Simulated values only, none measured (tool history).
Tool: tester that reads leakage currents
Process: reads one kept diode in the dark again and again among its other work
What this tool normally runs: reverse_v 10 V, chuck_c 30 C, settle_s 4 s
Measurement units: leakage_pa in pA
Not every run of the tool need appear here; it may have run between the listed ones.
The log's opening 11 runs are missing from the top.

Run 12, day 53.096: usual settings. Result: leakage_pa 292.05 pA.
Run 13, day 56.488: usual settings but settle_s 7.09 s. Result: leakage_pa 290.04 pA.
Run 14, day 59.208: usual settings. Result: leakage_pa 289.14 pA.
Run 15, day 64.679: usual settings but reverse_v 2.6 V. Result: leakage_pa 145.79 pA.
Run 16, day 70.625: usual settings but reverse_v 3 V. Result: leakage_pa 154.9 pA.
Run 17, day 73.329: usual settings but reverse_v 3 V. Result: leakage_pa 154.41 pA.
Run 18, day 77.608: usual settings but reverse_v 3 V. Result: leakage_pa 152.66 pA.
Run 19, day 81.462: usual settings but reverse_v 3 V. Result: leakage_pa 151.67 pA.
Run 20, day 85.938: usual settings but reverse_v 3.1 V, chuck_c 37 C, settle_s 2.61 s. Result: leakage_pa 262.31 pA.
Run 21, day 89.454: usual settings but reverse_v 2.1 V, chuck_c 45 C, settle_s 1.43 s. Result: leakage_pa 387.81 pA.
Run 22, day 92.808: usual settings but reverse_v 2.1 V, chuck_c 45 C, settle_s 1.43 s. Result: leakage_pa 386.1 pA.
Run 23, day 97.579: usual settings but reverse_v 2.1 V, chuck_c 45 C, settle_s 5.73 s. Result: leakage_pa 378.68 pA.
Run 24, day 100.396: usual settings but reverse_v 2.1 V, chuck_c 45 C, settle_s 5.73 s. Result: leakage_pa 378.14 pA.
At day 101.95: chuck's temperature calibrated.
Run 25, day 103.7: usual settings but reverse_v 2.1 V, chuck_c 45 C, settle_s 5.73 s. Result: leakage_pa 452.01 pA.
Run 26, day 107.929: usual settings but reverse_v 1.6 V, chuck_c 26 C, settle_s 5.73 s. Result: leakage_pa 92.35 pA.
Run 27, day 111.238: usual settings but settle_s 5.39 s. Result: leakage_pa 315.31 pA.
At day 112.379: probe card cleaned and baked.
Run 28, day 116.821: usual settings but reverse_v 14.6 V, settle_s 2.56 s. Result: leakage_pa 372.73 pA.
Run 29, day 121.921: usual settings but reverse_v 14.6 V, settle_s 2.56 s. Result: leakage_pa 369.34 pA.
Run 30, day 126.975: usual settings but reverse_v 14.6 V, settle_s 2.56 s. Result: leakage_pa 366.37 pA.
Run 31, day 132.783: usual settings but reverse_v 7.8 V, chuck_c 23 C, settle_s 1.05 s. Result: leakage_pa 152.19 pA.
Run 32, day 135.867: usual settings but chuck_c 25 C, settle_s 1.39 s. Result: leakage_pa 199.78 pA.
Run 33, day 139.742: usual settings but chuck_c 25 C, settle_s 1.39 s. Result: leakage_pa 198.95 pA.
Run 34, day 145.129: usual settings but chuck_c 25 C, settle_s 1.39 s. Result: leakage_pa 195.55 pA.
Run 35, day 148.521: usual settings but chuck_c 25 C, settle_s 1.39 s. Result: leakage_pa 195.88 pA.
Run 36, day 154.904: usual settings but reverse_v 4 V, chuck_c 50 C, settle_s 3.42 s. Result: leakage_pa 792.22 pA.

Alternative continuations, all from the tool just after run 36; predict every row:
Run A, day 157.554: usual settings but reverse_v 6.6 V, chuck_c 37 C, settle_s 3.95 s. Result: leakage_pa ?.
Run B, day 157.554: usual settings but reverse_v 4 V, chuck_c 45 C, settle_s 4.87 s. Result: leakage_pa ?.
Run C, day 157.554: usual settings but reverse_v 1.4 V, chuck_c 50 C, settle_s 0.65 s. Result: leakage_pa ?.
Run D, day 157.554: usual settings but chuck_c 27 C, settle_s 1.22 s. Result: leakage_pa ?.

run  leakage_pa
  A      395.21
  B      549.74
  C      470.35
  D      223.92
With no hidden state in the tool, these same runs would have given:
run  leakage_pa
  A       432.4
  B      599.51
  C       511.7
  D      244.98

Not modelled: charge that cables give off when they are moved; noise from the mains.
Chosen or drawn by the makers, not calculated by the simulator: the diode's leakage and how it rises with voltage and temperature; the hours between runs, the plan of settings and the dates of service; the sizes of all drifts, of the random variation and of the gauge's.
